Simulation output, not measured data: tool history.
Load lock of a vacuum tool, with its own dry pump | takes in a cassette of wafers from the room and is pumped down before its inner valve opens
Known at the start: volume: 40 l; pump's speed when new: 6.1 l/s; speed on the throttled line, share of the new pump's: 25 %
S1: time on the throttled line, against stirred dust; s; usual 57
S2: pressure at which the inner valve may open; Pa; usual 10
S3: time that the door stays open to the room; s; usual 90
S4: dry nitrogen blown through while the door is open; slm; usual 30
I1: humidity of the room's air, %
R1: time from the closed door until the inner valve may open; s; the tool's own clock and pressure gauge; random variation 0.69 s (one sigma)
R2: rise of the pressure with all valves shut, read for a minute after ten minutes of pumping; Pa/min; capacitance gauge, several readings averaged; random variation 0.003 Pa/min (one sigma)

| run | hour | S1 | S2 | S3 | S4 | I1 | R1 | R2 |
|---|---|---|---|---|---|---|---|---|
| 1 | 0.0 | 57 | 10 | 90 | 30 | 44.3 | 113.0 | 0.032 |
| 2 | 43.9 | 57 | 10 | 90 | 30 | 44.4 | 113.9 | 0.032 |
| 3 | 119.7 | 57 | 10 | 90 | 30 | 46.1 | 114.4 | 0.035 |
| 4 | 190.1 | 57 | 12 | 90 | 30 | 45.1 | 112.7 | 0.027 |
| 5 | 272.4 | 57 | 12 | 90 | 30 | 46.0 | 113.6 | 0.035 |
| 6 | 358.0 | 57 | 12 | 90 | 30 | 43.8 | 112.4 | 0.041 |
| 7 | 413.9 | 57 | 12 | 90 | 30 | 43.4 | 113.5 | 0.032 |
| 8 | 455.4 | 57 | 10 | 90 | 30 | 43.1 | 113.4 | 0.037 |
| 9 | 500.0 | 57 | 10 | 90 | 30 | 43.2 | 114.4 | 0.036 |
| 10 | 564.7 | 57 | 14 | 90 | 30 | 44.3 | 111.8 | 0.039 |
| 11 | 639.5 | 57 | 14 | 90 | 30 | 44.5 | 111.1 | 0.043 |
| 12 | 684.0 | 57 | 14 | 90 | 30 | 42.8 | 111.3 | 0.039 |
| 13 | 782.1 | 57 | 14 | 90 | 30 | 41.8 | 112.3 | 0.041 |
| 14 | 822.5 | 57 | 14 | 90 | 30 | 46.0 | 112.5 | 0.041 |
| 15 | 889.7 | 57 | 10 | 90 | 30 | 43.2 | 114.9 | 0.035 |
| 16 | 934.0 | 57 | 10 | 90 | 30 | 48.2 | 116.3 | 0.046 |
| 17 | 1014.7 | 57 | 8 | 90 | 30 | 41.1 | 116.8 | 0.037 |
| 18 | 1101.1 | 57 | 8 | 90 | 30 | 44.7 | 116.8 | 0.043 |
| 19 | 1151.0 | 57 | 8 | 90 | 30 | 46.2 | 117.6 | 0.042 |
| 20 | 1227.7 | 77 | 15 | 90 | 30 | 44.9 | 125.4 | 0.045 |
| 21 | 1281.8 | 31 | 12 | 48 | 8 | 45.2 | 98.2 | 0.044 |
| 22 | 1324.5 | 31 | 12 | 48 | 8 | 45.2 | 96.8 | 0.043 |
| 23 | 1372.8 | 31 | 12 | 48 | 8 | 46.4 | 97.7 | 0.046 |
| 24 | 1462.2 | 57 | 10 | 90 | 11 | 48.9 | 117.2 | 0.061 |
| 25 | 1544.3 | 57 | 10 | 65 | 7 | 46.4 | 116.7 | 0.056 |
| 26 | 1603.2 | 57 | 10 | 65 | 7 | 44.3 | 116.3 | 0.058 |
| 27 | 1699.2 | 53 | 13 | 65 | 7 | 46.4 | 110.9 | 0.058 |
| 28 | 1741.2 | 92 | 9 | 90 | 20 | 47.2 | 141.7 | 0.060 |
| 29 | 1781.3 | 35 | 19 | 90 | 30 | 43.8 | 95.3 | 0.056 |
| 30 | 1827.7 | 35 | 19 | 90 | 30 | 45.1 | 96.7 | 0.052 |
| 31 | 1911.3 | 35 | 19 | 90 | 30 | 42.7 | 95.8 | 0.054 |
| 32 | 1988.8 | 35 | 19 | 28 | 30 | 48.6 | 97.8 | 0.040 |
| 33 | 2032.0 | 35 | 19 | 28 | 30 | 45.6 | 98.2 | 0.038 |
| 34 | 2073.9 | 35 | 19 | 28 | 30 | 46.4 | 96.2 | 0.040 |
| 35 | 2115.0 | 57 | 15 | 66 | 30 | 44.9 | 114.2 | 0.045 |
| 36 | 2155.5 | 56 | 7 | 85 | 15 | 50.4 | 119.9 | 0.065 |

5 ways to go on from here, each from the tool as it stands after run 36. What would each give?
| A | 2213.9 | 66 | 7 | 83 | 19 | 47.9 | ? | ? |
| B | 2213.9 | 56 | 7 | 223 | 15 | 44.9 | ? | ? |
| C | 2213.9 | 78 | 17 | 85 | 41 | 44.7 | ? | ? |
| D | 2213.9 | 113 | 7 | 85 | 10 | 45.8 | ? | ? |
| E | 2213.9 | 56 | 17 | 100 | 9 | 44.9 | ? | ? |

| run | R1 | R2 |
|---|---|---|
| A | 127.0 | 0.068 |
| B | 119.7 | 0.099 |
| C | 126.1 | 0.048 |
| D | 159.7 | 0.072 |
| E | 112.8 | 0.073 |
Without the tool's hidden state the same runs would have given:
| run | R1 | R2 |
|---|---|---|
| A | 112.7 | 0.042 |
| B | 104.8 | 0.074 |
| C | 114.6 | 0.023 |
| D | 148.9 | 0.047 |
| E | 99.6 | 0.048 |
